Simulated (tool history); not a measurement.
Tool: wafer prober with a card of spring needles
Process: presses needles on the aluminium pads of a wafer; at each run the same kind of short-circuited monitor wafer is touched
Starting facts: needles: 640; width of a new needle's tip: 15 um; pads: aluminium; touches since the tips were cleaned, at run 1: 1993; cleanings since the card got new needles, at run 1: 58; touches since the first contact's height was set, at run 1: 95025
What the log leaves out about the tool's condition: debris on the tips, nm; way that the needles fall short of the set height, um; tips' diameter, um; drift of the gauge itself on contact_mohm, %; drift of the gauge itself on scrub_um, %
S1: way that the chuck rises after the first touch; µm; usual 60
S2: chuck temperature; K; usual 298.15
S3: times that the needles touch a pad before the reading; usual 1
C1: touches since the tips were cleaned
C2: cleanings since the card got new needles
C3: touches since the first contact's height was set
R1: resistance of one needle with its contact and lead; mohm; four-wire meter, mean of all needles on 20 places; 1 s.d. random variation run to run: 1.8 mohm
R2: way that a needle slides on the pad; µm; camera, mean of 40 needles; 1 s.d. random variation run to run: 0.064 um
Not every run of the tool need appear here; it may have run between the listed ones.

{"run": 1, "hour": 0.0, "S1": 60, "S2": 298.15, "S3": 1, "C1": 1993, "C2": 58, "C3": 95025, "R1": 239, "R2": 15.04}
{"hour": 7.5, "done": "tips cleaned on abrasive film"}
{"hour": 19.1, "done": "tips cleaned on abrasive film"}
{"run": 2, "hour": 20.2, "S1": 60, "S2": 298.15, "S3": 1, "C1": 857, "C2": 60, "C3": 110395, "R1": 214, "R2": 15.19}
{"hour": 30.2, "done": "tips cleaned on abrasive film"}
{"hour": 41.4, "done": "tips cleaned on abrasive film"}
{"hour": 51.4, "done": "tips cleaned on abrasive film"}
{"run": 3, "hour": 55.3, "S1": 60, "S2": 298.15, "S3": 1, "C1": 3053, "C2": 63, "C3": 137185, "R1": 244, "R2": 15.21}
{"hour": 61.9, "done": "tips cleaned on abrasive film"}
{"hour": 74.2, "done": "tips cleaned on abrasive film"}
{"hour": 86.1, "done": "tips cleaned on abrasive film"}
{"hour": 98.5, "done": "tips cleaned on abrasive film"}
{"run": 4, "hour": 99.1, "S1": 60, "S2": 298.15, "S3": 1, "C1": 464, "C2": 67, "C3": 170548, "R1": 212, "R2": 14.96}
{"hour": 108.9, "done": "tips cleaned on abrasive film"}
{"hour": 120.9, "done": "tips cleaned on abrasive film"}
{"hour": 132.8, "done": "tips cleaned on abrasive film"}
{"run": 5, "hour": 138.6, "S1": 60, "S2": 298.15, "S3": 2, "C1": 4420, "C2": 70, "C3": 200629, "R1": 234, "R2": 14.86}
{"hour": 143.6, "done": "tips cleaned on abrasive film"}
{"hour": 151.3, "done": "height of the first contact set anew"}
{"hour": 156.3, "done": "tips cleaned on abrasive film"}
{"run": 6, "hour": 157.4, "S1": 60, "S2": 298.15, "S3": 2, "C1": 835, "C2": 72, "C3": 4632, "R1": 209, "R2": 15.35}
{"hour": 167.4, "done": "tips cleaned on abrasive film"}
{"run": 7, "hour": 175.9, "S1": 60, "S2": 307.15, "S3": 2, "C1": 6488, "C2": 73, "C3": 18715, "R1": 233, "R2": 15.46}
{"hour": 178.4, "done": "tips cleaned on abrasive film"}
{"hour": 190.2, "done": "tips cleaned on abrasive film"}
{"hour": 202.5, "done": "tips cleaned on abrasive film"}
{"hour": 214.9, "done": "tips cleaned on abrasive film"}
{"run": 8, "hour": 218.8, "S1": 60, "S2": 307.15, "S3": 2, "C1": 2977, "C2": 77, "C3": 51404, "R1": 229, "R2": 15.39}
{"hour": 226.3, "done": "tips cleaned on abrasive film"}
{"hour": 236.8, "done": "tips cleaned on abrasive film"}
{"run": 9, "hour": 236.8, "S1": 60, "S2": 298.15, "S3": 1, "C1": 0, "C2": 79, "C3": 65106, "R1": 207, "R2": 15.22}
{"hour": 247.8, "done": "tips cleaned on abrasive film"}
{"hour": 259.3, "done": "tips cleaned on abrasive film"}
{"run": 10, "hour": 261.5, "S1": 60, "S2": 298.15, "S3": 1, "C1": 1675, "C2": 81, "C3": 83959, "R1": 230, "R2": 15.32}
{"hour": 271.0, "done": "tips cleaned on abrasive film"}
{"hour": 281.0, "done": "tips cleaned on abrasive film"}
{"hour": 293.4, "done": "tips cleaned on abrasive film"}
{"run": 11, "hour": 294.4, "S1": 60, "S2": 298.15, "S3": 1, "C1": 766, "C2": 84, "C3": 109042, "R1": 220, "R2": 15.19}
{"hour": 304.3, "done": "tips cleaned on abrasive film"}
{"hour": 316.1, "done": "tips cleaned on abrasive film"}
{"run": 12, "hour": 321.4, "S1": 60, "S2": 298.15, "S3": 2, "C1": 4047, "C2": 86, "C3": 129579, "R1": 231, "R2": 15.29}
{"hour": 326.4, "done": "tips cleaned on abrasive film"}
{"hour": 338.8, "done": "tips cleaned on abrasive film"}
{"hour": 350.1, "done": "tips cleaned on abrasive film"}
{"run": 13, "hour": 355.3, "S1": 60, "S2": 298.15, "S3": 2, "C1": 4013, "C2": 89, "C3": 155472, "R1": 236, "R2": 15.22}
{"hour": 360.4, "done": "tips cleaned on abrasive film"}
{"hour": 372.5, "done": "tips cleaned on abrasive film"}
{"hour": 384.6, "done": "tips cleaned on abrasive film"}
{"run": 14, "hour": 392.0, "S1": 60, "S2": 298.15, "S3": 2, "C1": 5729, "C2": 92, "C3": 183435, "R1": 231, "R2": 15.14}
{"hour": 396.7, "done": "tips cleaned on abrasive film"}
{"hour": 408.9, "done": "tips cleaned on abrasive film"}
{"hour": 418.8, "done": "tips cleaned on abrasive film"}
{"hour": 426.2, "done": "height of the first contact set anew"}
{"run": 15, "hour": 426.2, "S1": 60, "S2": 397.15, "S3": 2, "C1": 5451, "C2": 95, "C3": 0, "R1": 252, "R2": 15.35}
{"hour": 431.3, "done": "tips cleaned on abrasive film"}
{"hour": 443.3, "done": "tips cleaned on abrasive film"}
{"run": 16, "hour": 450.9, "S1": 49, "S2": 298.15, "S3": 2, "C1": 5831, "C2": 97, "C3": 18788, "R1": 260, "R2": 12.51}
{"hour": 455.1, "done": "tips cleaned on abrasive film"}
{"hour": 466.9, "done": "tips cleaned on abrasive film"}
{"run": 17, "hour": 475.1, "S1": 60, "S2": 298.15, "S3": 1, "C1": 6274, "C2": 99, "C3": 37272, "R1": 267, "R2": 15.4}
{"hour": 477.1, "done": "tips cleaned on abrasive film"}
{"hour": 489.0, "done": "tips cleaned on abrasive film"}
{"hour": 500.8, "done": "tips cleaned on abrasive film"}
{"hour": 510.8, "done": "tips cleaned on abrasive film"}
{"run": 18, "hour": 511.3, "S1": 60, "S2": 322.15, "S3": 2, "C1": 420, "C2": 103, "C3": 64803, "R1": 213, "R2": 15.21}
{"hour": 522.8, "done": "tips cleaned on abrasive film"}
{"hour": 534.4, "done": "tips cleaned on abrasive film"}
{"hour": 545.7, "done": "tips cleaned on abrasive film"}
{"run": 19, "hour": 553.5, "S1": 58, "S2": 307.15, "S3": 1, "C1": 5927, "C2": 106, "C3": 96972, "R1": 270, "R2": 14.74}
{"hour": 556.0, "done": "tips cleaned on abrasive film"}
{"hour": 566.0, "done": "tips cleaned on abrasive film"}
{"hour": 577.3, "done": "tips cleaned on abrasive film"}
{"run": 20, "hour": 577.3, "S1": 58, "S2": 307.15, "S3": 1, "C1": 0, "C2": 109, "C3": 115088, "R1": 204, "R2": 14.63}
{"hour": 589.1, "done": "tips cleaned on abrasive film"}
{"run": 21, "hour": 598.6, "S1": 58, "S2": 307.15, "S3": 1, "C1": 7263, "C2": 110, "C3": 131355, "R1": 279, "R2": 14.64}
{"hour": 600.6, "done": "tips cleaned on abrasive film"}
{"hour": 613.0, "done": "tips cleaned on abrasive film"}
{"hour": 624.6, "done": "tips cleaned on abrasive film"}
{"hour": 635.8, "done": "tips cleaned on abrasive film"}
{"run": 22, "hour": 636.1, "S1": 58, "S2": 333.15, "S3": 1, "C1": 274, "C2": 114, "C3": 159931, "R1": 214, "R2": 14.54}
{"hour": 646.1, "done": "tips cleaned on abrasive film"}
{"hour": 658.3, "done": "tips cleaned on abrasive film"}
{"hour": 668.2, "done": "tips cleaned on abrasive film"}
{"run": 23, "hour": 677.5, "S1": 58, "S2": 333.15, "S3": 1, "C1": 7140, "C2": 117, "C3": 191505, "R1": 284, "R2": 14.48}
{"hour": 680.1, "done": "tips cleaned on abrasive film"}
{"hour": 692.5, "done": "tips cleaned on abrasive film"}
{"hour": 702.2, "done": "height of the first contact set anew"}
{"hour": 704.8, "done": "tips cleaned on abrasive film"}
{"hour": 716.0, "done": "tips cleaned on abrasive film"}
{"run": 24, "hour": 716.0, "S1": 58, "S2": 333.15, "S3": 1, "C1": 0, "C2": 121, "C3": 10456, "R1": 216, "R2": 14.83}
{"hour": 728.0, "done": "tips cleaned on abrasive film"}
{"hour": 738.5, "done": "tips cleaned on abrasive film"}
{"run": 25, "hour": 738.5, "S1": 60, "S2": 346.15, "S3": 3, "C1": 0, "C2": 123, "C3": 27547, "R1": 209, "R2": 15.28}
{"hour": 750.2, "done": "tips cleaned on abrasive film"}
{"run": 26, "hour": 756.3, "S1": 60, "S2": 346.15, "S3": 2, "C1": 4693, "C2": 124, "C3": 41205, "R1": 245, "R2": 15.26}
{"hour": 761.0, "done": "tips cleaned on abrasive film"}
{"hour": 771.0, "done": "tips cleaned on abrasive film"}
{"hour": 783.0, "done": "tips cleaned on abrasive film"}
{"run": 27, "hour": 790.7, "S1": 74, "S2": 301.15, "S3": 1, "C1": 5943, "C2": 127, "C3": 67418, "R1": 238, "R2": 18.92}
{"hour": 793.3, "done": "tips cleaned on abrasive film"}
{"hour": 804.5, "done": "tips cleaned on abrasive film"}
{"hour": 816.2, "done": "tips cleaned on abrasive film"}
{"run": 28, "hour": 818.2, "S1": 69, "S2": 320.15, "S3": 1, "C1": 1523, "C2": 130, "C3": 88281, "R1": 232, "R2": 17.51}

5 options for the next run, each taken on its own from the tool as it stands now. Forecast them:
{"hour": 827.7, "done": "tips cleaned on abrasive film"}
{"hour": 840.1, "done": "tips cleaned on abrasive film"}
{"run": "A", "hour": 847.7, "S1": 69, "S2": 389.15, "S3": 1, "C1": 5798, "C2": 132, "C3": 110808, "R1": "?", "R2": "?"}
{"hour": 827.7, "done": "tips cleaned on abrasive film"}
{"hour": 840.1, "done": "tips cleaned on abrasive film"}
{"run": "B", "hour": 847.7, "S1": 41, "S2": 331.15, "S3": 1, "C1": 5798, "C2": 132, "C3": 110808, "R1": "?", "R2": "?"}
{"hour": 827.7, "done": "tips cleaned on abrasive film"}
{"hour": 840.1, "done": "tips cleaned on abrasive film"}
{"run": "C", "hour": 847.7, "S1": 71, "S2": 318.15, "S3": 1, "C1": 5798, "C2": 132, "C3": 110808, "R1": "?", "R2": "?"}
{"hour": 827.7, "done": "tips cleaned on abrasive film"}
{"hour": 840.1, "done": "tips cleaned on abrasive film"}
{"run": "D", "hour": 847.7, "S1": 54, "S2": 315.15, "S3": 2, "C1": 5798, "C2": 132, "C3": 110808, "R1": "?", "R2": "?"}
{"hour": 827.7, "done": "tips cleaned on abrasive film"}
{"hour": 840.1, "done": "tips cleaned on abrasive film"}
{"run": "E", "hour": 847.7, "S1": 60, "S2": 298.15, "S3": 3, "C1": 5798, "C2": 132, "C3": 110808, "R1": "?", "R2": "?"}

run=A R1=268 R2=17.39
run=B R1=367 R2=10.29
run=C R1=245 R2=17.87
run=D R1=254 R2=13.68
run=E R1=224 R2=15.13
Without the tool's hidden state the same runs would have given:
run=A R1=212 R2=17.61
run=B R1=212 R2=10.5
run=C R1=190 R2=18.08
run=D R1=196 R2=13.9
run=E R1=192 R2=15.35
